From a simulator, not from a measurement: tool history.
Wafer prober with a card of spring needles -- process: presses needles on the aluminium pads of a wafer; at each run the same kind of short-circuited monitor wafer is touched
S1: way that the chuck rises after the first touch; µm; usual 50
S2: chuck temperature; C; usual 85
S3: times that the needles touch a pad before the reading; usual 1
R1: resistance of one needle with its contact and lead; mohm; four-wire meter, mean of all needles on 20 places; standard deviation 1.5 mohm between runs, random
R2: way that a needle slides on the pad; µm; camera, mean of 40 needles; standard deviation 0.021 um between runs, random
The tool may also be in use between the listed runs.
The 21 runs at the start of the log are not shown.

-- hour=1270.1 tips cleaned on abrasive film
-- hour=1299.6 tips cleaned on abrasive film
run 22 hour=1326.0 | S1=41 S2=85 S3=1 | R1=210 R2=8.62
-- hour=1332.6 tips cleaned on abrasive film
-- hour=1361.1 tips cleaned on abrasive film
run 23 hour=1366.7 | S1=31 S2=31 S3=1 | R1=208 R2=6.45
-- hour=1388.9 tips cleaned on abrasive film
-- hour=1416.3 tips cleaned on abrasive film
run 24 hour=1426.7 | S1=31 S2=31 S3=1 | R1=237 R2=6.40
-- hour=1443.9 tips cleaned on abrasive film
-- hour=1451.0 height of the first contact set anew
-- hour=1473.4 tips cleaned on abrasive film
-- hour=1502.3 tips cleaned on abrasive film
run 25 hour=1502.3 | S1=38 S2=31 S3=2 | R1=144 R2=8.06
-- hour=1531.6 tips cleaned on abrasive film
run 26 hour=1540.6 | S1=67 S2=27 S3=1 | R1=152 R2=14.25
-- hour=1560.5 tips cleaned on abrasive film
run 27 hour=1577.1 | S1=42 S2=46 S3=2 | R1=173 R2=8.87
-- hour=1589.3 tips cleaned on abrasive film
-- hour=1619.1 tips cleaned on abrasive film
-- hour=1651.3 tips cleaned on abrasive film
run 28 hour=1659.6 | S1=48 S2=44 S3=3 | R1=151 R2=10.11
-- hour=1679.1 tips cleaned on abrasive film
run 29 hour=1696.3 | S1=31 S2=44 S3=3 | R1=184 R2=6.49
-- hour=1707.1 tips cleaned on abrasive film
-- hour=1734.6 tips cleaned on abrasive film
run 30 hour=1734.6 | S1=34 S2=28 S3=1 | R1=146 R2=7.10
-- hour=1764.2 tips cleaned on abrasive film
run 31 hour=1772.0 | S1=46 S2=121 S3=2 | R1=173 R2=9.64

Predict each of these 3 candidate next runs independently; none follows another, all start after run 31:
-- hour=1792.2 tips cleaned on abrasive film
-- hour=1819.6 tips cleaned on abrasive film
run A hour=1819.6 | S1=50 S2=65 S3=1 | R1=? R2=?
-- hour=1792.2 tips cleaned on abrasive film
-- hour=1819.6 tips cleaned on abrasive film
run B hour=1819.6 | S1=46 S2=31 S3=2 | R1=? R2=?
-- hour=1792.2 tips cleaned on abrasive film
-- hour=1819.6 tips cleaned on abrasive film
run C hour=1819.6 | S1=42 S2=37 S3=3 | R1=? R2=?

run=A R1=144 R2=10.47
run=B R1=142 R2=9.57
run=C R1=142 R2=8.70
Stripped of hidden state, with their random variation kept, the same runs would have yielded:
run=A R1=136 R2=10.67
run=B R1=135 R2=9.76
run=C R1=136 R2=8.90
